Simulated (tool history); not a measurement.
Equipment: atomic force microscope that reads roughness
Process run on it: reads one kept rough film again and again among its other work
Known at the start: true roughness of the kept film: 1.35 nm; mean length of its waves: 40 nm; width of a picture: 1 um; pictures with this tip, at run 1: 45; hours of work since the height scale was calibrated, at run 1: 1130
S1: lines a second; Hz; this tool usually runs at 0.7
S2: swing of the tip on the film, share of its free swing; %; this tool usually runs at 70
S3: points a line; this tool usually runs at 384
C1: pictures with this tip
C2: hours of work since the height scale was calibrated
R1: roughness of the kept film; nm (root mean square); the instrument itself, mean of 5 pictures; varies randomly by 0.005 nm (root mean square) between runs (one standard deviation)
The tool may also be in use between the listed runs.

run 1 day=0 | S1=0.7 S2=70 S3=384 | C1=45 C2=1130 | R1=1.288
run 2 day=2.029 | S1=0.7 S2=70 S3=384 | C1=134 C2=1168 | R1=1.263
run 3 day=3.462 | S1=1.469 S2=70 S3=384 | C1=196 C2=1195 | R1=1.229
-- day=3.571 new tip fitted
-- day=4.9 height scale calibrated on a step standard
run 4 day=5.279 | S1=1.469 S2=70 S3=384 | C1=73 C2=7 | R1=1.284
run 5 day=7.312 | S1=1.469 S2=70 S3=384 | C1=162 C2=46 | R1=1.243
-- day=8.233 new tip fitted
run 6 day=9.321 | S1=1.469 S2=70 S3=384 | C1=47 C2=84 | R1=1.286
run 7 day=10.4 | S1=0.7 S2=70 S3=342 | C1=95 C2=104 | R1=1.302
-- day=11.796 height scale calibrated on a step standard, once more
run 8 day=12.342 | S1=0.7 S2=70 S3=342 | C1=178 C2=10 | R1=1.226
-- day=12.871 new tip fitted
run 9 day=13.45 | S1=0.7 S2=70 S3=342 | C1=25 C2=31 | R1=1.292
run 10 day=15.267 | S1=2.695 S2=70 S3=384 | C1=105 C2=66 | R1=1.198
run 11 day=16.592 | S1=0.7 S2=70 S3=384 | C1=163 C2=91 | R1=1.239
-- day=17.562 new tip fitted
run 12 day=18.525 | S1=0.7 S2=70 S3=384 | C1=42 C2=127 | R1=1.28
run 13 day=19.596 | S1=0.7 S2=85 S3=384 | C1=89 C2=147 | R1=1.232
run 14 day=20.942 | S1=0.7 S2=85 S3=384 | C1=148 C2=173 | R1=1.211
-- day=22.258 new tip fitted
run 15 day=22.675 | S1=0.7 S2=85 S3=384 | C1=18 C2=206 | R1=1.258
run 16 day=24.075 | S1=0.7 S2=85 S3=384 | C1=79 C2=232 | R1=1.241
run 17 day=26.083 | S1=0.7 S2=85 S3=384 | C1=167 C2=270 | R1=1.216
-- day=26.912 new tip fitted
run 18 day=28.062 | S1=0.7 S2=64 S3=384 | C1=50 C2=308 | R1=1.288
run 19 day=29.808 | S1=0.7 S2=70 S3=384 | C1=126 C2=341 | R1=1.249
run 20 day=31.446 | S1=0.7 S2=70 S3=384 | C1=198 C2=372 | R1=1.225
-- day=31.6 new tip fitted
run 21 day=33.417 | S1=0.7 S2=70 S3=258 | C1=80 C2=409 | R1=1.265
run 22 day=35.075 | S1=0.7 S2=70 S3=469 | C1=152 C2=441 | R1=1.258
run 23 day=36.133 | S1=0.7 S2=70 S3=469 | C1=199 C2=461 | R1=1.226
-- day=36.342 new tip fitted
run 24 day=37.892 | S1=0.7 S2=70 S3=469 | C1=68 C2=494 | R1=1.271
run 25 day=39.879 | S1=0.7 S2=70 S3=469 | C1=155 C2=531 | R1=1.247
-- day=41 new tip fitted
run 26 day=41.754 | S1=0.7 S2=70 S3=469 | C1=33 C2=567 | R1=1.298
run 27 day=42.988 | S1=0.7 S2=74 S3=362 | C1=87 C2=590 | R1=1.258
run 28 day=44.142 | S1=0.7 S2=70 S3=488 | C1=138 C2=612 | R1=1.257
-- day=45.704 new tip fitted
run 29 day=46.071 | S1=0.7 S2=65 S3=703 | C1=16 C2=648 | R1=1.304
run 30 day=48.054 | S1=2.035 S2=65 S3=624 | C1=103 C2=686 | R1=1.25
run 31 day=50.079 | S1=1.492 S2=70 S3=430 | C1=192 C2=725 | R1=1.217
-- day=50.346 new tip fitted
run 32 day=51.704 | S1=0.945 S2=61 S3=667 | C1=59 C2=755 | R1=1.298
run 33 day=53.488 | S1=1.954 S2=70 S3=384 | C1=137 C2=789 | R1=1.229
run 34 day=54.508 | S1=1.954 S2=70 S3=384 | C1=182 C2=808 | R1=1.205
-- day=55.025 new tip fitted
run 35 day=55.796 | S1=1.954 S2=70 S3=384 | C1=33 C2=833 | R1=1.255
run 36 day=57 | S1=0.7 S2=60 S3=384 | C1=86 C2=855 | R1=1.288
run 37 day=58.012 | S1=0.7 S2=70 S3=336 | C1=130 C2=875 | R1=1.273
run 38 day=59.3 | S1=0.7 S2=64 S3=774 | C1=187 C2=899 | R1=1.266
-- day=59.7 new tip fitted
run 39 day=61.075 | S1=1.786 S2=64 S3=774 | C1=60 C2=932 | R1=1.282
run 40 day=63.1 | S1=2.313 S2=83 S3=340 | C1=148 C2=971 | R1=1.147
-- day=64.458 new tip fitted
run 41 day=64.596 | S1=0.885 S2=74 S3=340 | C1=6 C2=999 | R1=1.29
run 42 day=66.025 | S1=0.7 S2=70 S3=779 | C1=69 C2=1026 | R1=1.288
run 43 day=67.1 | S1=0.7 S2=58 S3=360 | C1=116 C2=1047 | R1=1.29
run 44 day=68.925 | S1=0.7 S2=58 S3=360 | C1=196 C2=1081 | R1=1.253
-- day=69.125 new tip fitted
run 45 day=70.038 | S1=0.7 S2=75 S3=593 | C1=40 C2=1102 | R1=1.287
run 46 day=71.171 | S1=0.7 S2=75 S3=593 | C1=89 C2=1124 | R1=1.284
run 47 day=72.971 | S1=0.7 S2=75 S3=593 | C1=168 C2=1158 | R1=1.264
-- day=73.738 new tip fitted
run 48 day=74.971 | S1=1.329 S2=70 S3=512 | C1=54 C2=1195 | R1=1.272
run 49 day=76.117 | S1=1.329 S2=70 S3=512 | C1=104 C2=1217 | R1=1.265
-- day=76.346 height scale calibrated on a step standard
run 50 day=77.146 | S1=0.705 S2=70 S3=657 | C1=147 C2=15 | R1=1.241
-- day=78.417 new tip fitted
run 51 day=78.612 | S1=0.976 S2=66 S3=487 | C1=9 C2=43 | R1=1.286
run 52 day=79.508 | S1=2.535 S2=62 S3=276 | C1=48 C2=60 | R1=1.236

Consider 3 possible next runs. They are alternatives, not a sequence: every one starts from the tool as it was left by run 52. What does each give?
run A day=80.412 | S1=0.7 S2=70 S3=713 | C1=87 C2=77 | R1=?
run B day=80.412 | S1=0.73 S2=81 S3=900 | C1=87 C2=77 | R1=?
run C day=80.412 | S1=2.535 S2=58 S3=454 | C1=87 C2=77 | R1=?

run=A R1=1.27
run=B R1=1.256
run=C R1=1.25
Stripped of hidden state, with their random variation kept, the same runs would have yielded:
run=A R1=1.298
run=B R1=1.283
run=C R1=1.277

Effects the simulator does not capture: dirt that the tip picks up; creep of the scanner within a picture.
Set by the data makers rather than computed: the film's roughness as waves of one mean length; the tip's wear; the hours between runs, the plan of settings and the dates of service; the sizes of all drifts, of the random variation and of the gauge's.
